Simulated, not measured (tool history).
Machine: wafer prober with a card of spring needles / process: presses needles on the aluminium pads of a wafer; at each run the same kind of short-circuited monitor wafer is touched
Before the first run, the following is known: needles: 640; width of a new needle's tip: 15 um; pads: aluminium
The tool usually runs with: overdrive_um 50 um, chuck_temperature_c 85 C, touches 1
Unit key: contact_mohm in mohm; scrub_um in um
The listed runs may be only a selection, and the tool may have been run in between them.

{"run": 1, "hour": 0.0, "overdrive_um": 50, "chuck_temperature_c": 85, "touches": 1, "contact_mohm": 498, "scrub_um": 12.23}
{"hour": 2.5, "done": "tips cleaned on abrasive film"}
{"hour": 14.3, "done": "tips cleaned on abrasive film"}
{"hour": 25.9, "done": "tips cleaned on abrasive film"}
{"run": 2, "hour": 33.6, "overdrive_um": 50, "chuck_temperature_c": 85, "touches": 1, "contact_mohm": 498, "scrub_um": 12.06}
{"hour": 37.4, "done": "tips cleaned on abrasive film"}
{"hour": 48.2, "done": "tips cleaned on abrasive film"}
{"hour": 57.9, "done": "tips cleaned on abrasive film"}
{"run": 3, "hour": 66.9, "overdrive_um": 50, "chuck_temperature_c": 85, "touches": 1, "contact_mohm": 534, "scrub_um": 11.97}
{"hour": 68.5, "done": "tips cleaned on abrasive film"}
{"hour": 79.6, "done": "tips cleaned on abrasive film"}
{"hour": 90.9, "done": "tips cleaned on abrasive film"}
{"run": 4, "hour": 96.7, "overdrive_um": 50, "chuck_temperature_c": 85, "touches": 1, "contact_mohm": 481, "scrub_um": 11.92}
{"hour": 101.2, "done": "tips cleaned on abrasive film, once more"}
{"hour": 112.1, "done": "tips cleaned on abrasive film"}
{"hour": 122.8, "done": "tips cleaned on abrasive film"}
{"run": 5, "hour": 124.1, "overdrive_um": 38, "chuck_temperature_c": 85, "touches": 1, "contact_mohm": 442, "scrub_um": 8.81}
{"hour": 134.5, "done": "tips cleaned on abrasive film"}
{"run": 6, "hour": 141.1, "overdrive_um": 67, "chuck_temperature_c": 85, "touches": 1, "contact_mohm": 405, "scrub_um": 15.77}
{"hour": 146.0, "done": "tips cleaned on abrasive film"}
{"hour": 156.8, "done": "tips cleaned on abrasive film"}
{"hour": 167.4, "done": "tips cleaned on abrasive film"}
{"run": 7, "hour": 170.9, "overdrive_um": 50, "chuck_temperature_c": 85, "touches": 1, "contact_mohm": 439, "scrub_um": 11.72}
{"hour": 177.1, "done": "tips cleaned on abrasive film"}
{"run": 8, "hour": 185.4, "overdrive_um": 50, "chuck_temperature_c": 85, "touches": 1, "contact_mohm": 514, "scrub_um": 11.81}
{"hour": 187.7, "done": "tips cleaned on abrasive film"}
{"hour": 197.6, "done": "tips cleaned on abrasive film"}
{"hour": 208.5, "done": "tips cleaned on abrasive film"}
{"run": 9, "hour": 216.7, "overdrive_um": 50, "chuck_temperature_c": 85, "touches": 2, "contact_mohm": 440, "scrub_um": 11.62}
{"hour": 219.0, "done": "tips cleaned on abrasive film"}
{"hour": 229.1, "done": "tips cleaned on abrasive film"}
{"run": 10, "hour": 231.7, "overdrive_um": 50, "chuck_temperature_c": 85, "touches": 2, "contact_mohm": 376, "scrub_um": 11.67}
{"hour": 239.8, "done": "tips cleaned on abrasive film"}
{"hour": 242.4, "done": "height of the first contact set anew"}
{"hour": 251.1, "done": "tips cleaned on abrasive film"}
{"hour": 260.8, "done": "tips cleaned on abrasive film"}
{"run": 11, "hour": 260.8, "overdrive_um": 50, "chuck_temperature_c": 28, "touches": 1, "contact_mohm": 304, "scrub_um": 12.39}
{"hour": 270.9, "done": "tips cleaned on abrasive film"}
{"run": 12, "hour": 277.1, "overdrive_um": 50, "chuck_temperature_c": 28, "touches": 1, "contact_mohm": 474, "scrub_um": 12.53}
{"hour": 282.0, "done": "tips cleaned on abrasive film"}
{"hour": 292.5, "done": "tips cleaned on abrasive film"}
{"run": 13, "hour": 294.7, "overdrive_um": 34, "chuck_temperature_c": 113, "touches": 1, "contact_mohm": 498, "scrub_um": 8.35}
{"hour": 303.8, "done": "tips cleaned on abrasive film"}
{"hour": 315.8, "done": "tips cleaned on abrasive film"}
{"run": 14, "hour": 317.2, "overdrive_um": 66, "chuck_temperature_c": 94, "touches": 2, "contact_mohm": 328, "scrub_um": 16.11}
{"hour": 325.7, "done": "tips cleaned on abrasive film"}
{"hour": 336.2, "done": "tips cleaned on abrasive film"}
{"run": 15, "hour": 344.1, "overdrive_um": 50, "chuck_temperature_c": 94, "touches": 2, "contact_mohm": 430, "scrub_um": 12.26}
{"hour": 346.2, "done": "tips cleaned on abrasive film"}
{"hour": 357.4, "done": "tips cleaned on abrasive film"}
{"hour": 369.1, "done": "tips cleaned on abrasive film"}
{"run": 16, "hour": 370.1, "overdrive_um": 44, "chuck_temperature_c": 39, "touches": 2, "contact_mohm": 344, "scrub_um": 10.78}
{"hour": 379.5, "done": "tips cleaned on abrasive film"}
{"hour": 390.7, "done": "tips cleaned on abrasive film"}
{"hour": 402.0, "done": "tips cleaned on abrasive film"}
{"run": 17, "hour": 402.6, "overdrive_um": 50, "chuck_temperature_c": 29, "touches": 1, "contact_mohm": 329, "scrub_um": 11.94}
{"hour": 413.6, "done": "tips cleaned on abrasive film"}
{"hour": 424.9, "done": "tips cleaned on abrasive film"}
{"run": 18, "hour": 424.9, "overdrive_um": 50, "chuck_temperature_c": 91, "touches": 1, "contact_mohm": 337, "scrub_um": 12}
{"hour": 436.3, "done": "tips cleaned on abrasive film"}
{"hour": 447.2, "done": "tips cleaned on abrasive film"}
{"run": 19, "hour": 447.2, "overdrive_um": 49, "chuck_temperature_c": 88, "touches": 2, "contact_mohm": 321, "scrub_um": 11.67}
{"hour": 459.0, "done": "tips cleaned on abrasive film"}
{"run": 20, "hour": 463.1, "overdrive_um": 49, "chuck_temperature_c": 88, "touches": 2, "contact_mohm": 407, "scrub_um": 11.73}

Predict each of these 5 candidate next runs independently; none follows another, all start after run 20:
{"hour": 469.8, "done": "tips cleaned on abrasive film"}
{"hour": 479.5, "done": "tips cleaned on abrasive film"}
{"run": "A", "hour": 482.3, "overdrive_um": 35, "chuck_temperature_c": 85, "touches": 3, "contact_mohm": "?", "scrub_um": "?"}
{"hour": 469.8, "done": "tips cleaned on abrasive film"}
{"hour": 479.5, "done": "tips cleaned on abrasive film"}
{"run": "B", "hour": 482.3, "overdrive_um": 60, "chuck_temperature_c": 88, "touches": 2, "contact_mohm": "?", "scrub_um": "?"}
{"hour": 469.8, "done": "tips cleaned on abrasive film"}
{"hour": 479.5, "done": "tips cleaned on abrasive film"}
{"run": "C", "hour": 482.3, "overdrive_um": 32, "chuck_temperature_c": 88, "touches": 2, "contact_mohm": "?", "scrub_um": "?"}
{"hour": 469.8, "done": "tips cleaned on abrasive film"}
{"hour": 479.5, "done": "tips cleaned on abrasive film"}
{"run": "D", "hour": 482.3, "overdrive_um": 38, "chuck_temperature_c": 100, "touches": 1, "contact_mohm": "?", "scrub_um": "?"}
{"hour": 469.8, "done": "tips cleaned on abrasive film"}
{"hour": 479.5, "done": "tips cleaned on abrasive film"}
{"run": "E", "hour": 482.3, "overdrive_um": 35, "chuck_temperature_c": 95, "touches": 2, "contact_mohm": "?", "scrub_um": "?"}

run=A contact_mohm=443 scrub_um=8.17
run=B contact_mohm=356 scrub_um=14.44
run=C contact_mohm=535 scrub_um=7.49
run=D contact_mohm=567 scrub_um=8.98
run=E contact_mohm=515 scrub_um=8.24
The same runs, with their run-to-run variation unchanged, on a tool lacking any hidden condition would have given:
run=A contact_mohm=315 scrub_um=8.68
run=B contact_mohm=287 scrub_um=14.95
run=C contact_mohm=309 scrub_um=8
run=D contact_mohm=312 scrub_um=9.49
run=E contact_mohm=320 scrub_um=8.74
